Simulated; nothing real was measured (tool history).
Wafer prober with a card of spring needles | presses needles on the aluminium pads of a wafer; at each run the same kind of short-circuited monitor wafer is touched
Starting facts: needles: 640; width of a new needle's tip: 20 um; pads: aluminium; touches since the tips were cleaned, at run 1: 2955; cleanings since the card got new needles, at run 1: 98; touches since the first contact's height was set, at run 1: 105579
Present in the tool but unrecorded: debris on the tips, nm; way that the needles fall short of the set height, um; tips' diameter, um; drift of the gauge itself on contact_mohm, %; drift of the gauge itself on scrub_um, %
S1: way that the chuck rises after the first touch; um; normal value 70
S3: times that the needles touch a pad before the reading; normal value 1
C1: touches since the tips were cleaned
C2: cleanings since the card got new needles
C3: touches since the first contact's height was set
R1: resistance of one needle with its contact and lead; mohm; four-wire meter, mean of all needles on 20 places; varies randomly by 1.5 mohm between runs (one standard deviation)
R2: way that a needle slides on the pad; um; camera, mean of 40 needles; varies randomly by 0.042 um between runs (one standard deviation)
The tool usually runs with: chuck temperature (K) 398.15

run 1 hour=0.0 | S1=70 chuck_temperature_(K)=398.15 S3=1 | C1=2955 C2=98 C3=105579 | R1=206 R2=10.90
-- hour=2.2 tips cleaned on abrasive film
-- hour=10.5 tips cleaned on abrasive film
-- hour=18.9 tips cleaned on abrasive film
-- hour=27.2 tips cleaned on abrasive film
-- hour=35.6 tips cleaned on abrasive film
-- hour=40.0 height of the first contact set anew
-- hour=44.2 tips cleaned on abrasive film
-- hour=52.6 tips cleaned on abrasive film
-- hour=60.9 tips cleaned on abrasive film
run 2 hour=68.8 | S1=70 chuck_temperature_(K)=398.15 S3=1 | C1=3135 C2=106 C3=11280 | R1=205 R2=11.33
-- hour=71.0 tips cleaned on abrasive film
-- hour=79.3 tips cleaned on abrasive film
-- hour=87.7 tips cleaned on abrasive film
-- hour=96.0 tips cleaned on abrasive film
-- hour=104.4 tips cleaned on abrasive film
run 3 hour=110.1 | S1=70 chuck_temperature_(K)=398.15 S3=1 | C1=2265 C2=111 C3=27391 | R1=191 R2=11.24
-- hour=114.3 tips cleaned on abrasive film
-- hour=122.7 tips cleaned on abrasive film
-- hour=133.1 tips cleaned on abrasive film
-- hour=143.5 tips cleaned on abrasive film
-- hour=153.5 tips cleaned on abrasive film
run 4 hour=153.5 | S1=70 chuck_temperature_(K)=398.15 S3=1 | C1=0 C2=116 C3=44338 | R1=141 R2=11.20
-- hour=161.9 tips cleaned on abrasive film
-- hour=170.2 tips cleaned on abrasive film
-- hour=180.6 tips cleaned on abrasive film
-- hour=189.0 tips cleaned on abrasive film
-- hour=197.3 tips cleaned on abrasive film
-- hour=205.7 tips cleaned on abrasive film
run 5 hour=206.6 | S1=70 chuck_temperature_(K)=398.15 S3=1 | C1=351 C2=122 C3=65051 | R1=154 R2=11.09
-- hour=214.9 tips cleaned on abrasive film
-- hour=223.3 tips cleaned on abrasive film
-- hour=231.6 tips cleaned on abrasive film
-- hour=240.0 tips cleaned on abrasive film
-- hour=248.3 tips cleaned on abrasive film
-- hour=256.7 tips cleaned on abrasive film
-- hour=267.1 tips cleaned on abrasive film
run 6 hour=270.5 | S1=70 chuck_temperature_(K)=398.15 S3=1 | C1=1360 C2=129 C3=90031 | R1=188 R2=10.96
-- hour=276.8 tips cleaned on abrasive film
-- hour=285.1 tips cleaned on abrasive film
-- hour=293.5 tips cleaned on abrasive film
-- hour=301.8 tips cleaned on abrasive film
-- hour=310.2 tips cleaned on abrasive film
-- hour=318.5 tips cleaned on abrasive film
-- hour=328.9 tips cleaned on abrasive film
-- hour=339.4 tips cleaned on abrasive film
run 7 hour=342.6 | S1=53 chuck_temperature_(K)=398.15 S3=1 | C1=1283 C2=137 C3=118191 | R1=220 R2=8.10
-- hour=348.9 tips cleaned on abrasive film
-- hour=351.2 height of the first contact set anew
-- hour=357.5 tips cleaned on abrasive film
-- hour=367.9 tips cleaned on abrasive film
-- hour=376.3 tips cleaned on abrasive film
-- hour=384.6 tips cleaned on abrasive film
-- hour=395.1 tips cleaned on abrasive film
-- hour=405.5 tips cleaned on abrasive film
-- hour=413.8 tips cleaned on abrasive film
-- hour=422.2 tips cleaned on abrasive film
run 8 hour=429.5 | S1=70 chuck_temperature_(K)=312.15 S3=1 | C1=2911 C2=146 C3=30604 | R1=211 R2=11.25
-- hour=431.7 tips cleaned on abrasive film
-- hour=442.1 tips cleaned on abrasive film
-- hour=450.5 tips cleaned on abrasive film
-- hour=458.8 tips cleaned on abrasive film
-- hour=467.1 tips cleaned on abrasive film
-- hour=477.6 tips cleaned on abrasive film
-- hour=485.9 tips cleaned on abrasive film
-- hour=494.3 tips cleaned on abrasive film
run 9 hour=494.3 | S1=70 chuck_temperature_(K)=382.15 S3=1 | C1=24 C2=154 C3=55878 | R1=141 R2=11.24
-- hour=502.6 tips cleaned on abrasive film
-- hour=511.0 tips cleaned on abrasive film
-- hour=521.4 tips cleaned on abrasive film
-- hour=529.8 tips cleaned on abrasive film
-- hour=540.2 tips cleaned on abrasive film
run 10 hour=542.2 | S1=70 chuck_temperature_(K)=398.15 S3=1 | C1=796 C2=159 C3=74587 | R1=169 R2=11.08
-- hour=550.5 tips cleaned on abrasive film
-- hour=558.9 tips cleaned on abrasive film
-- hour=567.2 tips cleaned on abrasive film
-- hour=575.6 tips cleaned on abrasive film
-- hour=586.0 tips cleaned on abrasive film
-- hour=594.3 tips cleaned on abrasive film
-- hour=602.7 tips cleaned on abrasive film
-- hour=611.0 tips cleaned on abrasive film
run 11 hour=617.7 | S1=70 chuck_temperature_(K)=398.15 S3=1 | C1=2649 C2=167 C3=104114 | R1=208 R2=11.01
-- hour=619.9 tips cleaned on abrasive film
-- hour=628.2 tips cleaned on abrasive film
-- hour=636.6 tips cleaned on abrasive film
-- hour=647.0 tips cleaned on abrasive film
-- hour=655.3 tips cleaned on abrasive film
-- hour=661.8 height of the first contact set anew
-- hour=664.0 tips cleaned on abrasive film
-- hour=672.3 tips cleaned on abrasive film
run 12 hour=673.1 | S1=70 chuck_temperature_(K)=398.15 S3=1 | C1=283 C2=174 C3=4356 | R1=155 R2=11.38
-- hour=681.4 tips cleaned on abrasive film
-- hour=689.8 tips cleaned on abrasive film
-- hour=698.1 tips cleaned on abrasive film
-- hour=706.5 tips cleaned on abrasive film
-- hour=716.9 tips cleaned on abrasive film
-- hour=725.2 tips cleaned on abrasive film
-- hour=733.6 tips cleaned on abrasive film
-- hour=741.9 tips cleaned on abrasive film
run 13 hour=747.8 | S1=70 chuck_temperature_(K)=398.15 S3=2 | C1=2318 C2=182 C3=33552 | R1=181 R2=11.23
-- hour=752.0 tips cleaned on abrasive film
-- hour=760.3 tips cleaned on abrasive film
-- hour=768.7 tips cleaned on abrasive film
-- hour=777.0 tips cleaned on abrasive film
-- hour=785.4 tips cleaned on abrasive film
run 14 hour=791.6 | S1=76 chuck_temperature_(K)=315.15 S3=3 | C1=2458 C2=187 C3=50670 | R1=147 R2=12.10
-- hour=793.8 tips cleaned on abrasive film
-- hour=802.1 tips cleaned on abrasive film
-- hour=812.5 tips cleaned on abrasive film
-- hour=822.9 tips cleaned on abrasive film
-- hour=831.3 tips cleaned on abrasive film
-- hour=841.7 tips cleaned on abrasive film
-- hour=850.0 tips cleaned on abrasive film
-- hour=858.4 tips cleaned on abrasive film
run 15 hour=859.7 | S1=76 chuck_temperature_(K)=315.15 S3=3 | C1=530 C2=195 C3=77259 | R1=133 R2=11.95
-- hour=868.1 tips cleaned on abrasive film
-- hour=876.4 tips cleaned on abrasive film
-- hour=884.8 tips cleaned on abrasive film
-- hour=893.1 tips cleaned on abrasive film
-- hour=901.5 tips cleaned on abrasive film
-- hour=909.8 tips cleaned on abrasive film
-- hour=918.2 tips cleaned on abrasive film
-- hour=926.5 tips cleaned on abrasive film
-- hour=934.9 tips cleaned on abrasive film
-- hour=943.2 tips cleaned on abrasive film
run 16 hour=951.0 | S1=69 chuck_temperature_(K)=335.15 S3=1 | C1=3057 C2=205 C3=112896 | R1=226 R2=10.68
-- hour=953.1 tips cleaned on abrasive film
-- hour=961.5 tips cleaned on abrasive film
-- hour=971.9 tips cleaned on abrasive film
-- hour=972.2 height of the first contact set anew
-- hour=982.6 tips cleaned on abrasive film
-- hour=993.0 tips cleaned on abrasive film
-- hour=1001.3 tips cleaned on abrasive film
-- hour=1009.7 tips cleaned on abrasive film
-- hour=1018.0 tips cleaned on abrasive film
-- hour=1026.4 tips cleaned on abrasive film
run 17 hour=1030.2 | S1=54 chuck_temperature_(K)=307.15 S3=2 | C1=1488 C2=214 C3=22665 | R1=198 R2=8.67
-- hour=1036.4 tips cleaned on abrasive film
-- hour=1044.8 tips cleaned on abrasive film
-- hour=1053.1 tips cleaned on abrasive film
-- hour=1061.5 tips cleaned on abrasive film
-- hour=1071.9 tips cleaned on abrasive film
-- hour=1080.2 tips cleaned on abrasive film
-- hour=1088.6 tips cleaned on abrasive film
-- hour=1096.9 tips cleaned on abrasive film
-- hour=1105.3 tips cleaned on abrasive film
run 18 hour=1113.4 | S1=60 chuck_temperature_(K)=301.15 S3=1 | C1=3200 C2=223 C3=55186 | R1=276 R2=9.52
-- hour=1115.5 tips cleaned on abrasive film
-- hour=1123.9 tips cleaned on abrasive film
-- hour=1134.3 tips cleaned on abrasive film
-- hour=1142.7 tips cleaned on abrasive film
-- hour=1151.0 tips cleaned on abrasive film
-- hour=1159.4 tips cleaned on abrasive film
-- hour=1169.8 tips cleaned on abrasive film
run 19 hour=1177.4 | S1=87 chuck_temperature_(K)=311.15 S3=1 | C1=3005 C2=230 C3=80182 | R1=189 R2=13.87
-- hour=1179.5 tips cleaned on abrasive film
-- hour=1187.9 tips cleaned on abrasive film
-- hour=1196.2 tips cleaned on abrasive film
-- hour=1204.6 tips cleaned on abrasive film
-- hour=1212.9 tips cleaned on abrasive film
-- hour=1221.3 tips cleaned on abrasive film
-- hour=1229.6 tips cleaned on abrasive film
run 20 hour=1229.7 | S1=87 chuck_temperature_(K)=311.15 S3=1 | C1=47 C2=237 C3=100590 | R1=129 R2=13.74
-- hour=1238.1 tips cleaned on abrasive film
-- hour=1246.5 tips cleaned on abrasive film
-- hour=1254.8 tips cleaned on abrasive film
-- hour=1263.1 tips cleaned on abrasive film
-- hour=1273.6 tips cleaned on abrasive film
-- hour=1281.9 tips cleaned on abrasive film
-- hour=1282.2 height of the first contact set anew
-- hour=1290.6 tips cleaned on abrasive film
-- hour=1298.9 tips cleaned on abrasive film
-- hour=1307.2 tips cleaned on abrasive film
run 21 hour=1310.6 | S1=87 chuck_temperature_(K)=311.15 S3=1 | C1=1334 C2=246 C3=11108 | R1=164 R2=14.12

Predict the results of run 22:
-- hour=1316.9 tips cleaned on abrasive film
-- hour=1325.3 tips cleaned on abrasive film
-- hour=1335.7 tips cleaned on abrasive film
-- hour=1346.1 tips cleaned on abrasive film
-- hour=1354.4 tips cleaned on abrasive film
-- hour=1364.8 tips cleaned on abrasive film
run 22 hour=1368.5 | S1=66 chuck_temperature_(K)=343.15 S3=1 | C1=1428 C2=252 C3=33713 | R1=? R2=?

R1: 199 mohm
R2: 10.56 um
Minus the tool's unlogged condition, the same run would have read R1 124 mohm, R2 10.71 um.

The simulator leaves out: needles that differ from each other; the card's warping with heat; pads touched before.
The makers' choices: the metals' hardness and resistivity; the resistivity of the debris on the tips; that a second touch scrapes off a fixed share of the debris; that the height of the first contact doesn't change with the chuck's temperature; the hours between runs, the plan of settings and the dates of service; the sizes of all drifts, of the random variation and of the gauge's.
